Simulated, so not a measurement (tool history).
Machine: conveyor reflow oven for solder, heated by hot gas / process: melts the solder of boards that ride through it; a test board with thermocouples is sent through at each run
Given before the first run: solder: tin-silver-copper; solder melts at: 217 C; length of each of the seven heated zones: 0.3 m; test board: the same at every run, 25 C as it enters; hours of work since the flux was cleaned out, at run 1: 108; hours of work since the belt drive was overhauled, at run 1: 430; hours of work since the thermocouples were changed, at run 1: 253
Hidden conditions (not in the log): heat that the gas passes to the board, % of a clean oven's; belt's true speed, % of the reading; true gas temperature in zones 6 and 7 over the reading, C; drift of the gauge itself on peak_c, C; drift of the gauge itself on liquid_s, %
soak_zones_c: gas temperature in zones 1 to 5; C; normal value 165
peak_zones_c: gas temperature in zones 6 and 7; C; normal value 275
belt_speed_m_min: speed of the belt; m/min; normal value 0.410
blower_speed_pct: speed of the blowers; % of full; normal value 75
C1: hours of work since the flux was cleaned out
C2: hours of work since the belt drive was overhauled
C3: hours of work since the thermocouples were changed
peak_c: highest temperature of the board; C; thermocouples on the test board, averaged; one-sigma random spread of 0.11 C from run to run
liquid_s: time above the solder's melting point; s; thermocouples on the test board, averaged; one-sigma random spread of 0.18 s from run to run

Run 1, hour 0.0: usual settings; C1 108; C2 430; C3 253. Result: peak_c 261.4 C, liquid_s 69.9 s.
Run 2, hour 18.9: usual settings but belt_speed_m_min 0.445 m/min; C1 121; C2 442; C3 266. Result: peak_c 258.7 C, liquid_s 62.0 s.
Run 3, hour 32.5: usual settings; C1 130; C2 451; C3 275. Result: peak_c 261.5 C, liquid_s 69.8 s.
Run 4, hour 49.9: usual settings; C1 141; C2 463; C3 287. Result: peak_c 261.5 C, liquid_s 70.0 s.
Run 5, hour 61.9: usual settings; C1 149; C2 471; C3 295. Result: peak_c 261.4 C, liquid_s 70.5 s.
Run 6, hour 72.3: usual settings; C1 156; C2 478; C3 302. Result: peak_c 261.5 C, liquid_s 69.9 s.
Run 7, hour 88.7: usual settings; C1 167; C2 489; C3 313. Result: peak_c 261.5 C, liquid_s 70.1 s.
At hour 102.5: flux residue cleaned out of gas plates and filters.
Run 8, hour 108.3: usual settings; C1 4; C2 499; C3 322. Result: peak_c 261.6 C, liquid_s 70.2 s.
Run 9, hour 129.0: usual settings but soak_zones_c 166 C; C1 18; C2 513; C3 336. Result: peak_c 261.8 C, liquid_s 70.5 s.
Run 10, hour 143.6: usual settings but soak_zones_c 166 C; C1 27; C2 522; C3 346. Result: peak_c 261.8 C, liquid_s 70.4 s.
Run 11, hour 160.3: usual settings but soak_zones_c 166 C; C1 39; C2 533; C3 357. Result: peak_c 261.6 C, liquid_s 70.3 s.
Run 12, hour 172.2: usual settings but soak_zones_c 166 C, belt_speed_m_min 0.433 m/min; C1 47; C2 541; C3 365. Result: peak_c 260.1 C, liquid_s 65.4 s.
Run 13, hour 191.2: usual settings but soak_zones_c 166 C, belt_speed_m_min 0.433 m/min; C1 59; C2 554; C3 378. Result: peak_c 259.9 C, liquid_s 65.0 s.
Run 14, hour 204.8: usual settings but soak_zones_c 166 C, belt_speed_m_min 0.433 m/min; C1 68; C2 563; C3 387. Result: peak_c 259.9 C, liquid_s 65.3 s.
Run 15, hour 224.3: usual settings but soak_zones_c 166 C, belt_speed_m_min 0.433 m/min; C1 81; C2 576; C3 400. Result: peak_c 259.9 C, liquid_s 65.5 s.
Run 16, hour 244.6: usual settings but soak_zones_c 169 C; C1 95; C2 590; C3 413. Result: peak_c 262.0 C, liquid_s 71.7 s.
Run 17, hour 253.7: usual settings but soak_zones_c 169 C; C1 101; C2 596; C3 419. Result: peak_c 261.9 C, liquid_s 71.7 s.
Run 18, hour 271.7: usual settings but soak_zones_c 179 C; C1 113; C2 608; C3 431. Result: peak_c 263.0 C, liquid_s 75.8 s.
Run 19, hour 291.1: usual settings but soak_zones_c 179 C; C1 126; C2 621; C3 444. Result: peak_c 263.4 C, liquid_s 76.2 s.
Run 20, hour 307.9: usual settings but soak_zones_c 179 C, blower_speed_pct 74 % of full; C1 137; C2 632; C3 456. Result: peak_c 263.2 C, liquid_s 76.3 s.
Run 21, hour 323.1: usual settings but soak_zones_c 154 C, peak_zones_c 288 C, blower_speed_pct 66 % of full; C1 147; C2 642; C3 466. Result: peak_c 270.3 C, liquid_s 71.4 s.
Run 22, hour 332.9: usual settings but soak_zones_c 170 C, peak_zones_c 288 C; C1 154; C2 649; C3 472. Result: peak_c 274.3 C, liquid_s 78.3 s.
Run 23, hour 344.6: usual settings but soak_zones_c 167 C, peak_zones_c 288 C; C1 162; C2 657; C3 480. Result: peak_c 273.6 C, liquid_s 77.2 s.
Run 24, hour 358.1: usual settings but soak_zones_c 163 C, peak_zones_c 287 C, belt_speed_m_min 0.463 m/min, blower_speed_pct 80 % of full; C1 171; C2 666; C3 489. Result: peak_c 268.9 C, liquid_s 65.3 s.
At hour 366.3: flux residue cleaned out of gas plates and filters.
Run 25, hour 373.4: usual settings but soak_zones_c 163 C, peak_zones_c 287 C, belt_speed_m_min 0.463 m/min, blower_speed_pct 80 % of full; C1 5; C2 673; C3 496. Result: peak_c 268.8 C, liquid_s 64.8 s.
Run 26, hour 393.1: usual settings but soak_zones_c 163 C, belt_speed_m_min 0.463 m/min, blower_speed_pct 80 % of full; C1 18; C2 686; C3 509. Result: peak_c 258.0 C, liquid_s 58.7 s.
Run 27, hour 404.7: usual settings but soak_zones_c 163 C, belt_speed_m_min 0.463 m/min, blower_speed_pct 80 % of full; C1 26; C2 693; C3 517. Result: peak_c 258.0 C, liquid_s 58.4 s.
Run 28, hour 417.8: usual settings but soak_zones_c 155 C, peak_zones_c 288 C, belt_speed_m_min 0.477 m/min, blower_speed_pct 63 % of full; C1 34; C2 702; C3 526. Result: peak_c 263.3 C, liquid_s 57.4 s.
Run 29, hour 427.5: usual settings but soak_zones_c 155 C, peak_zones_c 288 C, belt_speed_m_min 0.477 m/min, blower_speed_pct 63 % of full; C1 41; C2 709; C3 532. Result: peak_c 263.3 C, liquid_s 57.2 s.

Predict each of these 4 candidate next runs independently; none follows another, all start after run 29:
Run A, hour 443.5: usual settings but soak_zones_c 168 C, belt_speed_m_min 0.338 m/min; C1 52; C2 719; C3 543. Result: peak_c ?, liquid_s ?.
Run B, hour 443.5: usual settings but peak_zones_c 285 C, blower_speed_pct 64 % of full; C1 52; C2 719; C3 543. Result: peak_c ?, liquid_s ?.
Run C, hour 443.5: usual settings but soak_zones_c 175 C, blower_speed_pct 71 % of full; C1 52; C2 719; C3 543. Result: peak_c ?, liquid_s ?.
Run D, hour 443.5: usual settings but peak_zones_c 265 C, belt_speed_m_min 0.352 m/min, blower_speed_pct 56 % of full; C1 52; C2 719; C3 543. Result: peak_c ?, liquid_s ?.

run  peak_c  liquid_s
  A   266.7      91.6
  B   268.7      73.9
  C   262.3      74.0
  D   253.7      76.1
What these runs would have given with no unlogged condition in the tool:
run  peak_c  liquid_s
  A   266.7      91.5
  B   268.6      73.8
  C   262.3      74.0
  D   253.7      76.0
